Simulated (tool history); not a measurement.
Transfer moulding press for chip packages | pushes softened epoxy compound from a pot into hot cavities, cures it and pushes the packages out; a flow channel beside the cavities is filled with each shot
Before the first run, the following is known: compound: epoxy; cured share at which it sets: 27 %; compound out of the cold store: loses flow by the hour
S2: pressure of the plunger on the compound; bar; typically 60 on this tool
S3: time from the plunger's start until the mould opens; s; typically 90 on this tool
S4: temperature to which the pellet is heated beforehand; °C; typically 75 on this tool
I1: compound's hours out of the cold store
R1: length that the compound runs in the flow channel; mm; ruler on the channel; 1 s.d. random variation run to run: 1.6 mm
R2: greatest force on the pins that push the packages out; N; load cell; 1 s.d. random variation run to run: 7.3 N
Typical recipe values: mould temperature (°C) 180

Run 1, day 0: usual settings; I1 27.8. Result: R1 647 mm, R2 504 N.
At day 1.596: cavities cleaned with cleaning compound and waxed.
Run 2, day 3.812: usual settings; I1 12.2. Result: R1 687 mm, R2 483 N.
At day 6.1: cavities cleaned with cleaning compound and waxed.
Run 3, day 6.85: usual settings but S3 120 s; I1 37.4. Result: R1 616 mm, R2 308 N.
At day 8.883: plunger's sealing rings changed.
Run 4, day 9.079: usual settings but S3 120 s; I1 37.2. Result: R1 631 mm, R2 419 N.
At day 10.492: cavities cleaned with cleaning compound and waxed.
Run 5, day 11.338: usual settings; I1 25.8. Result: R1 655 mm, R2 380 N.
At day 14.754: cavities cleaned with cleaning compound and waxed.
Run 6, day 14.754: usual settings but S4 66 °C; I1 31.3. Result: R1 640 mm, R2 317 N.
Run 7, day 17.254: usual settings but S4 77 °C; I1 12. Result: R1 687 mm, R2 519 N.
At day 19.108: cavities cleaned with cleaning compound and waxed.
Run 8, day 19.108: usual settings but S4 69 °C; I1 43.4. Result: R1 603 mm, R2 309 N.
At day 19.388: mould's thermocouples calibrated.
At day 21.517: plunger's sealing rings changed.
Run 9, day 23.225: usual settings but S4 69 °C; I1 30.8. Result: R1 646 mm, R2 570 N.
At day 23.55: cavities cleaned with cleaning compound and waxed.
Run 10, day 26.592: usual settings but mould temperature (°C) 172, S3 94 s; I1 21. Result: R1 688 mm, R2 881 N.
At day 28.008: cavities cleaned with cleaning compound and waxed.
At day 28.758: mould's thermocouples calibrated, once more.
Run 11, day 30.162: usual settings but mould temperature (°C) 172, S2 54.6 bar, S3 85 s; I1 30.4. Result: R1 626 mm, R2 842 N.
At day 32.488: cavities cleaned with cleaning compound and waxed.
At day 34.046: plunger's sealing rings changed.
Run 12, day 34.188: usual settings but mould temperature (°C) 172, S2 54.6 bar, S3 85 s; I1 45.9. Result: R1 597 mm, R2 780 N.
At day 37.108: cavities cleaned with cleaning compound and waxed.
Run 13, day 37.275: usual settings but mould temperature (°C) 172, S2 54.6 bar, S3 102 s; I1 41.2. Result: R1 606 mm, R2 401 N.
Run 14, day 40.254: usual settings but mould temperature (°C) 183, S2 52.9 bar, S3 98 s; I1 22.2. Result: R1 613 mm, R2 439 N.
At day 41.354: cavities cleaned with cleaning compound and waxed.
Run 15, day 44.562: usual settings but mould temperature (°C) 183, S2 65 bar, S3 105 s, S4 72 °C; I1 37.8. Result: R1 633 mm, R2 429 N.
At day 45.692: cavities cleaned with cleaning compound and waxed.
At day 46.529: plunger's sealing rings changed.
Run 16, day 48.333: usual settings but mould temperature (°C) 183, S2 66.1 bar, S3 105 s, S4 82 °C; I1 37.7. Result: R1 651 mm, R2 396 N.
At day 50.142: cavities cleaned with cleaning compound and waxed.
Run 17, day 51.396: usual settings but S2 65.4 bar, S3 79 s; I1 26.7. Result: R1 680 mm, R2 565 N.
Run 18, day 53.933: usual settings but mould temperature (°C) 183, S2 69 bar, S3 114 s, S4 74 °C; I1 23.1. Result: R1 697 mm, R2 435 N.

Each row is a separate what-if for the run after 18, all from the same tool condition, not one after another. Results?
At day 54.733: cavities cleaned with cleaning compound and waxed.
Run A, day 57.138: usual settings but mould temperature (°C) 178, S2 51.5 bar, S3 114 s, S4 73 °C; I1 34. Result: R1 ?, R2 ?.
At day 54.733: cavities cleaned with cleaning compound and waxed.
Run B, day 57.138: usual settings but mould temperature (°C) 181, S2 66 bar, S3 114 s, S4 71 °C; I1 15.2. Result: R1 ?, R2 ?.
At day 54.733: cavities cleaned with cleaning compound and waxed.
Run C, day 57.138: usual settings but S2 64.3 bar, S3 109 s; I1 17.9. Result: R1 ?, R2 ?.
At day 54.733: cavities cleaned with cleaning compound and waxed.
Run D, day 57.138: usual settings but mould temperature (°C) 176, S3 114 s, S4 79 °C; I1 17.3. Result: R1 ?, R2 ?.

run   R1   R2
  A  583  415
  B  701  401
  C  690  409
  D  680  452
Had the tool no hidden state, the same runs would have come out as:
run   R1   R2
  A  595  266
  B  716  258
  C  705  262
  D  694  287
